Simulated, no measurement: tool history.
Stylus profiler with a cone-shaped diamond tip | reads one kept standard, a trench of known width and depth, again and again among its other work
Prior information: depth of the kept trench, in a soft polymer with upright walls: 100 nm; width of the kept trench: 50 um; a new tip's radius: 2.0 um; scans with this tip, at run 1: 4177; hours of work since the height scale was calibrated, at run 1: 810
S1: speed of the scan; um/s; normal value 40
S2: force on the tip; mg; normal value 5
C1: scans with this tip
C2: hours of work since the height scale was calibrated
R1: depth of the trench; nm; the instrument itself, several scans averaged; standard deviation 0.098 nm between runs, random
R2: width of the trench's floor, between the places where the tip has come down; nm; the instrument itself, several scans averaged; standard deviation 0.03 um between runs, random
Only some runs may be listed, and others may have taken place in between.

{"run": 1, "hour": 0.0, "S1": 40, "S2": 5, "C1": 4177, "C2": 810, "R1": 102.72, "R2": 48510}
{"run": 2, "hour": 22.1, "S1": 40, "S2": 5, "C1": 4253, "C2": 825, "R1": 102.67, "R2": 48460}
{"run": 3, "hour": 45.1, "S1": 40, "S2": 5, "C1": 4333, "C2": 841, "R1": 102.53, "R2": 48490}
{"run": 4, "hour": 67.6, "S1": 40, "S2": 2.32, "C1": 4410, "C2": 856, "R1": 101.55, "R2": 48430}
{"run": 5, "hour": 98.6, "S1": 40, "S2": 5, "C1": 4517, "C2": 876, "R1": 102.74, "R2": 48490}
{"run": 6, "hour": 127.9, "S1": 40, "S2": 2.13, "C1": 4619, "C2": 896, "R1": 101.55, "R2": 48360}
{"run": 7, "hour": 154.6, "S1": 40, "S2": 2.13, "C1": 4711, "C2": 914, "R1": 101.63, "R2": 48410}
{"run": 8, "hour": 170.6, "S1": 40, "S2": 2.13, "C1": 4766, "C2": 925, "R1": 101.77, "R2": 48420}
{"run": 9, "hour": 186.3, "S1": 40, "S2": 2.13, "C1": 4820, "C2": 935, "R1": 101.55, "R2": 48380}
{"run": 10, "hour": 203.6, "S1": 40, "S2": 2.13, "C1": 4880, "C2": 947, "R1": 101.66, "R2": 48400}
{"run": 11, "hour": 236.5, "S1": 40, "S2": 2.13, "C1": 4994, "C2": 969, "R1": 101.51, "R2": 48410}
{"run": 12, "hour": 265.3, "S1": 40, "S2": 2.13, "C1": 5093, "C2": 988, "R1": 101.58, "R2": 48360}
{"run": 13, "hour": 293.4, "S1": 40, "S2": 5, "C1": 5190, "C2": 1007, "R1": 102.7, "R2": 48450}
{"run": 14, "hour": 309.5, "S1": 40, "S2": 5, "C1": 5246, "C2": 1018, "R1": 102.72, "R2": 48470}
{"run": 15, "hour": 335.1, "S1": 40, "S2": 12.92, "C1": 5334, "C2": 1035, "R1": 104.81, "R2": 48510}
{"run": 16, "hour": 367.3, "S1": 40, "S2": 12.92, "C1": 5445, "C2": 1056, "R1": 104.88, "R2": 48500}
{"run": 17, "hour": 390.0, "S1": 40, "S2": 12.92, "C1": 5524, "C2": 1072, "R1": 104.76, "R2": 48510}
{"run": 18, "hour": 421.3, "S1": 40, "S2": 12.92, "C1": 5632, "C2": 1093, "R1": 104.93, "R2": 48480}
{"run": 19, "hour": 444.8, "S1": 40, "S2": 5, "C1": 5713, "C2": 1108, "R1": 102.94, "R2": 48420}
{"run": 20, "hour": 468.9, "S1": 40, "S2": 5, "C1": 5796, "C2": 1125, "R1": 102.64, "R2": 48460}
{"run": 21, "hour": 502.3, "S1": 28, "S2": 5, "C1": 5912, "C2": 1147, "R1": 102.65, "R2": 48500}
{"run": 22, "hour": 530.2, "S1": 28, "S2": 5, "C1": 6008, "C2": 1166, "R1": 102.73, "R2": 48480}
{"run": 23, "hour": 560.1, "S1": 40, "S2": 5, "C1": 6111, "C2": 1186, "R1": 102.91, "R2": 48470}
{"run": 24, "hour": 590.4, "S1": 73, "S2": 11.35, "C1": 6216, "C2": 1206, "R1": 104.4, "R2": 48430}
{"run": 25, "hour": 605.3, "S1": 73, "S2": 11.35, "C1": 6267, "C2": 1216, "R1": 104.46, "R2": 48430}
{"run": 26, "hour": 638.9, "S1": 20, "S2": 3.61, "C1": 6383, "C2": 1238, "R1": 102.16, "R2": 48560}
{"run": 27, "hour": 662.2, "S1": 10, "S2": 9.7, "C1": 6464, "C2": 1254, "R1": 104.08, "R2": 48540}
{"run": 28, "hour": 691.0, "S1": 10, "S2": 9.7, "C1": 6563, "C2": 1273, "R1": 103.99, "R2": 48600}
{"run": 29, "hour": 713.3, "S1": 54, "S2": 6.24, "C1": 6640, "C2": 1288, "R1": 102.99, "R2": 48430}
{"run": 30, "hour": 747.8, "S1": 54, "S2": 6.24, "C1": 6760, "C2": 1311, "R1": 102.95, "R2": 48370}
{"run": 31, "hour": 763.6, "S1": 26, "S2": 1.78, "C1": 6814, "C2": 1322, "R1": 101.61, "R2": 48430}
{"run": 32, "hour": 784.6, "S1": 26, "S2": 1.78, "C1": 6887, "C2": 1336, "R1": 101.47, "R2": 48440}
{"run": 33, "hour": 807.0, "S1": 134, "S2": 1.73, "C1": 6964, "C2": 1351, "R1": 101.44, "R2": 47690}
{"run": 34, "hour": 822.3, "S1": 18, "S2": 4.7, "C1": 7017, "C2": 1361, "R1": 102.61, "R2": 48480}
{"run": 35, "hour": 843.6, "S1": 73, "S2": 4.75, "C1": 7090, "C2": 1376, "R1": 102.65, "R2": 48300}
{"run": 36, "hour": 859.0, "S1": 142, "S2": 5.26, "C1": 7144, "C2": 1386, "R1": 102.9, "R2": 48050}
{"run": 37, "hour": 880.1, "S1": 12, "S2": 6.37, "C1": 7217, "C2": 1400, "R1": 103.21, "R2": 48530}
{"run": 38, "hour": 907.4, "S1": 50, "S2": 4.31, "C1": 7311, "C2": 1418, "R1": 102.58, "R2": 48360}
{"run": 39, "hour": 943.7, "S1": 14, "S2": 11.29, "C1": 7436, "C2": 1443, "R1": 104.44, "R2": 48520}
{"run": 40, "hour": 974.1, "S1": 63, "S2": 4.64, "C1": 7541, "C2": 1463, "R1": 102.59, "R2": 48340}
{"run": 41, "hour": 1009.7, "S1": 34, "S2": 5.68, "C1": 7664, "C2": 1487, "R1": 102.88, "R2": 48480}
{"run": 42, "hour": 1044.1, "S1": 38, "S2": 2.5, "C1": 7783, "C2": 1510, "R1": 101.89, "R2": 48340}
{"run": 43, "hour": 1077.7, "S1": 143, "S2": 14.81, "C1": 7899, "C2": 1532, "R1": 105.49, "R2": 48270}
{"run": 44, "hour": 1099.5, "S1": 143, "S2": 14.81, "C1": 7974, "C2": 1547, "R1": 105.42, "R2": 48240}
{"run": 45, "hour": 1118.4, "S1": 16, "S2": 5, "C1": 8040, "C2": 1560, "R1": 102.65, "R2": 48550}
{"run": 46, "hour": 1146.4, "S1": 15, "S2": 8.18, "C1": 8136, "C2": 1578, "R1": 103.74, "R2": 48530}

Same runs, no hidden state in the tool, same run-to-run variation:
The hidden state here: radius of the tip, um; height scale over the true one, %; drift of the gauge itself on depth_nm, %; drift of the gauge itself on floor_um, %.
run=1 R1=102.49 R2=48630
run=2 R1=102.44 R2=48580
run=3 R1=102.29 R2=48610
run=4 R1=101.31 R2=48550
run=5 R1=102.5 R2=48610
run=6 R1=101.31 R2=48490
run=7 R1=101.38 R2=48540
run=8 R1=101.52 R2=48550
run=9 R1=101.29 R2=48510
run=10 R1=101.4 R2=48530
run=11 R1=101.25 R2=48550
run=12 R1=101.31 R2=48490
run=13 R1=102.42 R2=48590
run=14 R1=102.44 R2=48610
run=15 R1=104.52 R2=48650
run=16 R1=104.59 R2=48640
run=17 R1=104.46 R2=48650
run=18 R1=104.62 R2=48630
run=19 R1=102.64 R2=48570
run=20 R1=102.33 R2=48610
run=21 R1=102.33 R2=48650
run=22 R1=102.4 R2=48640
run=23 R1=102.58 R2=48620
run=24 R1=104.06 R2=48590
run=25 R1=104.12 R2=48590
run=26 R1=101.82 R2=48730
run=27 R1=103.74 R2=48710
run=28 R1=103.64 R2=48770
run=29 R1=102.64 R2=48600
run=30 R1=102.59 R2=48550
run=31 R1=101.25 R2=48600
run=32 R1=101.11 R2=48620
run=33 R1=101.07 R2=47870
run=34 R1=102.24 R2=48660
run=35 R1=102.27 R2=48480
run=36 R1=102.52 R2=48230
run=37 R1=102.83 R2=48710
run=38 R1=102.19 R2=48550
run=39 R1=104.04 R2=48710
run=40 R1=102.19 R2=48530
run=41 R1=102.48 R2=48670
run=42 R1=101.48 R2=48530
run=43 R1=105.06 R2=48460
run=44 R1=104.99 R2=48440
run=45 R1=102.23 R2=48740
run=46 R1=103.31 R2=48730
